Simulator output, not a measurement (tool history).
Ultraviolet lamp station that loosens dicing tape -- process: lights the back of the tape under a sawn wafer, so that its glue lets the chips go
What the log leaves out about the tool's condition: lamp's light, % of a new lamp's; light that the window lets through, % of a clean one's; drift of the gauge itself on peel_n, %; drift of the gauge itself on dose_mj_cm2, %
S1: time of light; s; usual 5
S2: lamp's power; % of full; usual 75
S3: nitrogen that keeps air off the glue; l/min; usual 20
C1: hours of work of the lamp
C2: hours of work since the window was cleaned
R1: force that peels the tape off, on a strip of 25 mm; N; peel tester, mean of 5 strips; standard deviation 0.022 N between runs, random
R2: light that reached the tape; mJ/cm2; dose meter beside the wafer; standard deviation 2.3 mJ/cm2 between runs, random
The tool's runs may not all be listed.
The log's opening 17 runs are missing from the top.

At hour 447.3: window cleaned of glue's vapour.
Run 18, hour 466.8: usual settings but S1 7 s, S2 71 % of full, S3 23 l/min; C1 524; C2 11. Result: R1 0.969 N, R2 226 mJ/cm2.
Run 19, hour 497.0: usual settings but S3 12 l/min; C1 541; C2 29. Result: R1 2.669 N, R2 172 mJ/cm2.
Run 20, hour 530.4: usual settings; C1 560; C2 48. Result: R1 1.941 N, R2 170 mJ/cm2.
At hour 534.6: window cleaned of glue's vapour, once more.
Run 21, hour 567.5: usual settings but S1 3 s, S2 63 % of full, S3 28 l/min; C1 581; C2 19. Result: R1 4.082 N, R2 93 mJ/cm2.
Run 22, hour 586.4: usual settings but S1 3 s, S2 63 % of full, S3 28 l/min; C1 592; C2 30. Result: R1 4.199 N, R2 92 mJ/cm2.
Run 23, hour 627.8: usual settings but S1 2 s, S2 65 % of full, S3 17 l/min; C1 616; C2 53. Result: R1 6.440 N, R2 63 mJ/cm2.
At hour 664.2: lamp changed.
Run 24, hour 668.1: usual settings but S1 3 s, S3 40 l/min; C1 2; C2 76. Result: R1 2.056 N, R2 132 mJ/cm2.
Run 25, hour 690.4: usual settings but S1 10 s; C1 15; C2 89. Result: R1 0.187 N, R2 444 mJ/cm2.
Run 26, hour 708.9: usual settings but S1 6 s, S2 95 % of full; C1 26; C2 99. Result: R1 0.388 N, R2 338 mJ/cm2.
Run 27, hour 744.2: usual settings but S1 6 s, S2 95 % of full; C1 46; C2 120. Result: R1 0.398 N, R2 336 mJ/cm2.
Run 28, hour 764.9: usual settings but S2 78 % of full, S3 17 l/min; C1 58; C2 132. Result: R1 1.174 N, R2 228 mJ/cm2.
Run 29, hour 785.8: usual settings but S2 78 % of full, S3 17 l/min; C1 70; C2 144. Result: R1 1.249 N, R2 228 mJ/cm2.
Run 30, hour 809.5: usual settings but S1 2 s, S2 78 % of full, S3 17 l/min; C1 83; C2 157. Result: R1 4.651 N, R2 90 mJ/cm2.
Run 31, hour 836.0: usual settings but S1 2 s, S2 78 % of full, S3 17 l/min; C1 99; C2 172. Result: R1 4.789 N, R2 90 mJ/cm2.

5 options for the next run, each taken on its own from the tool as it stands now. Forecast them:
Run A, hour 868.8: usual settings but S1 4 s, S3 17 l/min; C1 117; C2 191. Result: R1 ?, R2 ?.
Run B, hour 868.8: usual settings but S1 2 s, S2 69 % of full, S3 17 l/min; C1 117; C2 191. Result: R1 ?, R2 ?.
Run C, hour 868.8: usual settings but S1 2 s, S2 86 % of full, S3 10 l/min; C1 117; C2 191. Result: R1 ?, R2 ?.
Run D, hour 868.8: usual settings but S2 74 % of full; C1 117; C2 191. Result: R1 ?, R2 ?.
Run E, hour 868.8: usual settings but S1 8 s, S2 78 % of full, S3 17 l/min; C1 117; C2 191. Result: R1 ?, R2 ?.

run     R1   R2
  A  2.109  170
  B  5.284   77
  C  5.248   95
  D  1.270  205
  E  0.414  355
Without the tool's unlogged condition, the same runs would have read:
run     R1   R2
  A  1.870  182
  B  4.992   83
  C  4.950  102
  D  1.091  220
  E  0.343  380
